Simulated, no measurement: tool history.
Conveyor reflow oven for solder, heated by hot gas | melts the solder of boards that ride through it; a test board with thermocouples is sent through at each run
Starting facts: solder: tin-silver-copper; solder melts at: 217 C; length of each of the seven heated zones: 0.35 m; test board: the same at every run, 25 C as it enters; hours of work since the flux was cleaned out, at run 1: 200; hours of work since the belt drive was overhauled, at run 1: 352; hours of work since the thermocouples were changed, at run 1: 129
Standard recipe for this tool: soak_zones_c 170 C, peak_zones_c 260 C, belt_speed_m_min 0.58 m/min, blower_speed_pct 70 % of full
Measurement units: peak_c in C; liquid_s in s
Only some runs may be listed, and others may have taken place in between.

run,day,soak_zones_c,peak_zones_c,belt_speed_m_min,blower_speed_pct,hours of work since the flux was cleaned out,hours of work since the belt drive was overhauled,hours of work since the thermocouples were changed,peak_c,liquid_s
1,0,170,260,0.58,70,200,352,129,244.5,48.1
2,0.658,170,262,0.58,70,210,362,139,245.9,48.4
3,1.379,170,262,0.58,70,221,373,150,247,48
4,2.1,170,262,0.58,70,232,384,161,246.1,48.7
5,2.692,170,268,0.58,70,241,392,170,251.8,53
6,3.154,170,268,0.58,70,248,399,177,251.2,52.7
7,3.704,170,268,0.58,70,256,408,185,251,53.3
8,4.017,170,268,0.58,70,261,413,190,251.4,52.9
9,4.338,170,260,0.58,70,266,417,195,244.8,47.7
10,4.838,170,260,0.58,70,273,425,203,244.5,48.4
11,5.242,170,260,0.58,70,279,431,209,243.7,47.4
12,5.838,165,260,0.58,70,288,440,218,243.7,45.2
13,6.204,165,260,0.58,70,294,446,223,244.5,45.1
14,6.712,163,273,0.482,55,302,453,231,255.7,64.9
15,7.008,166,273,0.482,75,306,458,235,261.7,70
16,7.529,179,261,0.482,82,314,466,243,252.2,70.5
17,8.071,165,255,0.529,72,322,474,252,242.1,49.4
18,8.529,165,255,0.529,72,329,481,259,242.4,50.5
19,8.842,170,258,0.58,88,334,486,263,246.4,50.4
20,9.542,170,258,0.58,88,345,496,274,246.4,50.8
21,10.179,170,258,0.58,88,354,506,284,245.8,50.7

Predict the results of run 22:
22,10.612,170,260,0.58,62,361,513,290,?,?

Run 22 produced peak_c 241.7 C, liquid_s 45.2 s.
Without the tool's hidden state the same run would have given peak_c 243.3 C, liquid_s 46.6 s.
